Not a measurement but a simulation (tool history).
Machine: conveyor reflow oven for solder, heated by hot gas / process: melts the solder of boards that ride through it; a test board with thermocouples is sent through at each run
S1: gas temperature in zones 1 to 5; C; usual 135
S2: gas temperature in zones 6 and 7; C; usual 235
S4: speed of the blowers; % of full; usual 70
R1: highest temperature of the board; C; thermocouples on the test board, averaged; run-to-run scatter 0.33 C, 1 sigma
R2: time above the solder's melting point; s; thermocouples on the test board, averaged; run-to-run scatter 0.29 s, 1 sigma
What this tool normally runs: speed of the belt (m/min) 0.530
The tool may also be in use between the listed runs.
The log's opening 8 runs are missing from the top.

{"run": 9, "hour": 127.9, "S1": 121, "S2": 235, "speed of the belt (m/min)": 0.53, "S4": 70, "R1": 215.0, "R2": 52.2}
{"run": 10, "hour": 142.9, "S1": 122, "S2": 235, "speed of the belt (m/min)": 0.53, "S4": 70, "R1": 215.1, "R2": 52.2}
{"run": 11, "hour": 151.5, "S1": 122, "S2": 235, "speed of the belt (m/min)": 0.53, "S4": 70, "R1": 215.1, "R2": 53.1}
{"run": 12, "hour": 164.0, "S1": 122, "S2": 235, "speed of the belt (m/min)": 0.53, "S4": 70, "R1": 215.6, "R2": 52.5}
{"run": 13, "hour": 177.1, "S1": 122, "S2": 227, "speed of the belt (m/min)": 0.53, "S4": 70, "R1": 208.9, "R2": 46.3}
{"hour": 188.2, "done": "thermocouples of zones 6 and 7 changed"}
{"run": 14, "hour": 190.7, "S1": 132, "S2": 235, "speed of the belt (m/min)": 0.53, "S4": 70, "R1": 217.7, "R2": 57.5}
{"run": 15, "hour": 209.1, "S1": 132, "S2": 235, "speed of the belt (m/min)": 0.53, "S4": 70, "R1": 217.3, "R2": 58.1}
{"run": 16, "hour": 228.7, "S1": 132, "S2": 235, "speed of the belt (m/min)": 0.53, "S4": 70, "R1": 217.6, "R2": 57.8}
{"run": 17, "hour": 243.9, "S1": 132, "S2": 235, "speed of the belt (m/min)": 0.53, "S4": 70, "R1": 217.9, "R2": 57.4}
{"run": 18, "hour": 255.1, "S1": 148, "S2": 246, "speed of the belt (m/min)": 0.518, "S4": 53, "R1": 226.1, "R2": 70.8}
{"run": 19, "hour": 274.6, "S1": 123, "S2": 242, "speed of the belt (m/min)": 0.53, "S4": 70, "R1": 222.0, "R2": 58.2}
{"run": 20, "hour": 288.3, "S1": 135, "S2": 241, "speed of the belt (m/min)": 0.53, "S4": 81, "R1": 225.2, "R2": 64.3}
{"run": 21, "hour": 307.2, "S1": 135, "S2": 241, "speed of the belt (m/min)": 0.53, "S4": 81, "R1": 225.4, "R2": 63.9}
{"run": 22, "hour": 326.3, "S1": 146, "S2": 235, "speed of the belt (m/min)": 0.53, "S4": 71, "R1": 220.1, "R2": 64.7}
{"run": 23, "hour": 341.1, "S1": 146, "S2": 235, "speed of the belt (m/min)": 0.53, "S4": 71, "R1": 220.3, "R2": 64.7}
{"run": 24, "hour": 360.2, "S1": 146, "S2": 235, "speed of the belt (m/min)": 0.53, "S4": 71, "R1": 219.8, "R2": 64.1}
{"run": 25, "hour": 380.4, "S1": 129, "S2": 247, "speed of the belt (m/min)": 0.466, "S4": 59, "R1": 229.0, "R2": 73.6}
{"run": 26, "hour": 393.4, "S1": 142, "S2": 235, "speed of the belt (m/min)": 0.53, "S4": 70, "R1": 218.7, "R2": 61.8}
{"run": 27, "hour": 414.5, "S1": 125, "S2": 235, "speed of the belt (m/min)": 0.53, "S4": 51, "R1": 210.6, "R2": 48.5}
{"run": 28, "hour": 433.7, "S1": 135, "S2": 232, "speed of the belt (m/min)": 0.515, "S4": 70, "R1": 216.3, "R2": 58.8}
{"run": 29, "hour": 445.4, "S1": 135, "S2": 232, "speed of the belt (m/min)": 0.515, "S4": 70, "R1": 216.2, "R2": 59.0}
{"run": 30, "hour": 457.3, "S1": 147, "S2": 223, "speed of the belt (m/min)": 0.454, "S4": 86, "R1": 214.8, "R2": 73.5}

4 options for the next run, each taken on its own from the tool as it stands now. Forecast them:
{"run": "A", "hour": 471.9, "S1": 122, "S2": 235, "speed of the belt (m/min)": 0.6, "S4": 84, "R1": "?", "R2": "?"}
{"run": "B", "hour": 471.9, "S1": 135, "S2": 235, "speed of the belt (m/min)": 0.501, "S4": 82, "R1": "?", "R2": "?"}
{"run": "C", "hour": 471.9, "S1": 135, "S2": 238, "speed of the belt (m/min)": 0.53, "S4": 70, "R1": "?", "R2": "?"}
{"run": "D", "hour": 471.9, "S1": 135, "S2": 240, "speed of the belt (m/min)": 0.53, "S4": 71, "R1": "?", "R2": "?"}

run=A R1=212.8 R2=45.2
run=B R1=221.7 R2=65.5
run=C R1=219.7 R2=61.3
run=D R1=222.1 R2=61.7
Had the tool no hidden state, the same runs would have come out as:
run=A R1=214.6 R2=46.9
run=B R1=223.1 R2=66.6
run=C R1=221.1 R2=62.5
run=D R1=223.5 R2=62.8
